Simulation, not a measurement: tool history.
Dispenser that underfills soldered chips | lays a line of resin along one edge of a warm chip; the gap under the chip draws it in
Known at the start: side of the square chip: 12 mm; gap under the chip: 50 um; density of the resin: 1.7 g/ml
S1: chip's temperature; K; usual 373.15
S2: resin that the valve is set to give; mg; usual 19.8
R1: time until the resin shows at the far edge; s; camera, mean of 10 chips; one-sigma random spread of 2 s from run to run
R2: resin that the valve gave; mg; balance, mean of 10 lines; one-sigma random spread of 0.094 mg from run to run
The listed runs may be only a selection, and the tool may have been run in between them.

run   hour      S1    S2     R1     R2
  1    0.0  373.15  19.8  244.3  18.75
       3.8  -- new syringe of resin
  2    7.6  373.15  19.8  231.3  18.64
      13.3  -- new syringe of resin
  3   13.6  373.15  19.8  204.8  18.66
  4   18.6  373.15  19.8  234.9  18.84
  5   22.0  373.15  19.8  269.5  18.62
      22.9  -- new syringe of resin
  6   29.2  373.15  19.8  254.6  18.42
      32.4  -- new syringe of resin
  7   34.5  373.15  19.8  221.5  18.45
  8   40.7  373.15  19.8  270.6  18.52
      42.0  -- new syringe of resin
  9   47.5  373.15  19.8  247.7  18.26
      51.4  -- new syringe of resin
 10   55.2  373.15  19.8  227.4  18.18
      60.8  -- new syringe of resin
 11   61.9  368.15  19.8  262.9  18.26
 12   65.5  368.15  19.8  295.2  18.17
      70.4  -- new syringe of resin
 13   70.4  363.15  19.8  294.2  18.15
 14   74.7  363.15  19.8  340.5  18.10
 15   78.6  363.15  19.8  391.9  18.12
      79.8  -- new syringe of resin
 16   84.1  363.15  19.8  355.5  18.03
      89.3  -- new syringe of resin
 17   90.9  385.15  19.8  136.0  17.93
 18   96.2  385.15  19.8  163.4  17.96
      99.1  -- new syringe of resin
 19  103.2  373.15  23.4  235.1  21.24
     108.6  -- new syringe of resin
 20  109.8  369.15  19.8  254.1  17.62
     111.7  -- dispensing valve cleaned and set on the balance
 21  116.8  373.15  19.2  262.7  19.05
     119.3  -- new syringe of resin
 22  123.2  365.15  18.4  328.4  18.51
 23  127.3  382.15  19.8  193.1  19.73
     128.8  -- new syringe of resin
 24  134.4  382.15  19.8  175.6  19.59
     138.4  -- new syringe of resin
 25  138.4  361.15  24.7  339.2  24.47
 26  145.5  366.15  19.8  345.1  19.54
     148.1  -- new syringe of resin
 27  151.0  379.15  21.7  180.4  21.27
 28  156.4  374.15  24.6  251.0  24.19
     157.7  -- new syringe of resin
 29  161.1  361.15  23.3  361.8  22.79
 30  165.4  382.15  17.8  191.0  17.40
     167.1  -- new syringe of resin
 31  170.4  380.15  17.8  179.5  17.14
     176.8  -- new syringe of resin
 32  178.1  380.15  20.3  166.9  19.76
 33  185.3  383.15  20.3  188.3  19.56
     186.5  -- new syringe of resin
 34  191.4  366.15  22.2  311.9  21.40
     196.0  -- new syringe of resin
 35  199.1  387.15  23.1  132.5  22.33
 36  204.9  387.15  23.1  162.2  22.01

For some of the steps in R1 from one run to the next: how much would appear even if the tool had no hidden state, given the settings, what came in and random variation, and how much remains for the hidden state plus any gauge scatter that the measured result and the result without hidden state don't share?
The hidden state here: resin's viscosity, % of fresh resin's; dose that the valve gives, % of what is set; true chip temperature over the reading, C; drift of the gauge itself on fill_s, %; drift of the gauge itself on given_mg, %.
Run 7 -> 8: no setting touched and nothing written in the log between the runs. R1 +49.1 s: hidden state +49.8, all else -0.7.
Run 16 -> 17: S1 363.15 -> 385.15, new syringe of resin. R1 -219.5 s: hidden state -47.4, all else -172.1.
Run 25 -> 26: S1 361.15 -> 366.15, S2 24.7 -> 19.8. R1 +5.9 s: hidden state +69.3, all else -63.4.
Run 26 -> 27: S1 366.15 -> 379.15, S2 19.8 -> 21.7, new syringe of resin. R1 -164.7 s: hidden state -62.2, all else -102.5.
Run 29 -> 30: S1 361.15 -> 382.15, S2 23.3 -> 17.8. R1 -170.8 s: hidden state +4.1, all else -174.9.
Run 34 -> 35: S1 366.15 -> 387.15, S2 22.2 -> 23.1, new syringe of resin. R1 -179.4 s: hidden state -37.0, all else -142.4.
